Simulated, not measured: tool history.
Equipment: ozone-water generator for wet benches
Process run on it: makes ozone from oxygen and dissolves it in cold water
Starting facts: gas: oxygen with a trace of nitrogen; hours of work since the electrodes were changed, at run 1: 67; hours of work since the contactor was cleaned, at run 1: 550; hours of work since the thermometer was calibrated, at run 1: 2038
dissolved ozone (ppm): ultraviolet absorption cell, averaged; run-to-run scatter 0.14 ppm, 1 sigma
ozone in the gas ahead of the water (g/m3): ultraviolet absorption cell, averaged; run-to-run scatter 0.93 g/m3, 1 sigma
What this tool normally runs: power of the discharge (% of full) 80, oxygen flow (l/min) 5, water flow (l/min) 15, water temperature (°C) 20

| run | hour | power of the discharge (% of full) | oxygen flow (l/min) | water flow (l/min) | water temperature (°C) | hours of work since the electrodes were changed | hours of work since the contactor was cleaned | hours of work since the thermometer was calibrated | dissolved ozone (ppm) | ozone in the gas ahead of the water (g/m3) |
|---|---|---|---|---|---|---|---|---|---|---|
| 1 | 0 | 80 | 5 | 15 | 20 | 67 | 550 | 2038 | 16.7 | 158 |
| 2 | 18.9 | 80 | 5 | 15 | 13 | 82 | 565 | 2053 | 18.7 | 157.9 |
| 3 | 44.8 | 80 | 5 | 15 | 13 | 102 | 586 | 2073 | 18.3 | 156.4 |
| 4 | 72.5 | 80 | 5 | 15 | 13 | 124 | 608 | 2095 | 18.6 | 156.1 |
| 5 | 84.7 | 80 | 5 | 15 | 13 | 134 | 618 | 2105 | 18.4 | 156.4 |
| 6 | 100.9 | 80 | 5 | 15 | 20 | 147 | 630 | 2118 | 16.6 | 155.6 |
| 7 | 117 | 80 | 5 | 15 | 20 | 160 | 643 | 2130 | 16.4 | 157.7 |
| 8 | 131.4 | 80 | 5 | 15 | 20 | 171 | 655 | 2142 | 16.5 | 156.7 |
| 9 | 156.6 | 80 | 5 | 15 | 20 | 191 | 675 | 2162 | 16.8 | 155.4 |
| 10 | 170 | 80 | 5 | 15 | 20 | 202 | 685 | 2172 | 16.4 | 156.1 |
| 11 | 199.7 | 80 | 5 | 15 | 20 | 225 | 709 | 2196 | 16.2 | 157.6 |
| 12 | 225.1 | 80 | 5 | 15 | 20 | 245 | 729 | 2216 | 16.5 | 155.1 |
| 13 | 254 | 80 | 5 | 15 | 20 | 268 | 752 | 2239 | 16.4 | 156.5 |
| 14 | 277.8 | 80 | 4.47 | 15 | 20 | 287 | 771 | 2258 | 16.3 | 163 |
| 15 | 292.3 | 76 | 5 | 15 | 20 | 299 | 782 | 2269 | 15.5 | 149.5 |
| 16 | 307.7 | 76 | 5 | 15 | 20 | 311 | 794 | 2282 | 16 | 149.9 |
| 17 | 333.5 | 76 | 5 | 15 | 20 | 331 | 815 | 2302 | 16 | 150.4 |
| 18 | 356.5 | 92 | 2.91 | 15 | 12 | 349 | 833 | 2320 | 18.2 | 212.7 |
| 19 | 372.5 | 92 | 2.91 | 15 | 12 | 362 | 846 | 2333 | 18.1 | 209.8 |
| 20 | 400.8 | 51 | 3.94 | 15 | 12 | 385 | 868 | 2355 | 12.7 | 118.4 |
| 21 | 424.1 | 69 | 6.19 | 18 | 19 | 403 | 887 | 2374 | 13.3 | 128.3 |
| 22 | 443.9 | 99 | 5.13 | 15 | 24 | 419 | 902 | 2390 | 17.7 | 178.9 |
| 23 | 470.7 | 80 | 5.57 | 22 | 13 | 440 | 924 | 2411 | 13.3 | 149.2 |
| 24 | 489.6 | 80 | 5 | 10 | 20 | 455 | 939 | 2426 | 21.4 | 156.7 |
| 25 | 519.1 | 56 | 5 | 24 | 17 | 478 | 962 | 2449 | 8.6 | 116.9 |
| 26 | 548.7 | 56 | 5 | 15 | 14 | 502 | 985 | 2473 | 13.6 | 118.7 |
| 27 | 569.4 | 56 | 5 | 15 | 14 | 518 | 1002 | 2489 | 13.6 | 117 |
| 28 | 599.9 | 56 | 5 | 12 | 14 | 542 | 1026 | 2513 | 16.4 | 116.7 |

The next listed run, before its measurement:
| 29 | 625.7 | 56 | 8.43 | 10 | 23 | 563 | 1047 | 2534 | ? | ? |

dissolved ozone (ppm): 14.8
ozone in the gas ahead of the water (g/m3): 96.9
Had the tool carried no hidden state, the very same run would have given dissolved ozone (ppm) 15.3, ozone in the gas ahead of the water (g/m3) 98.
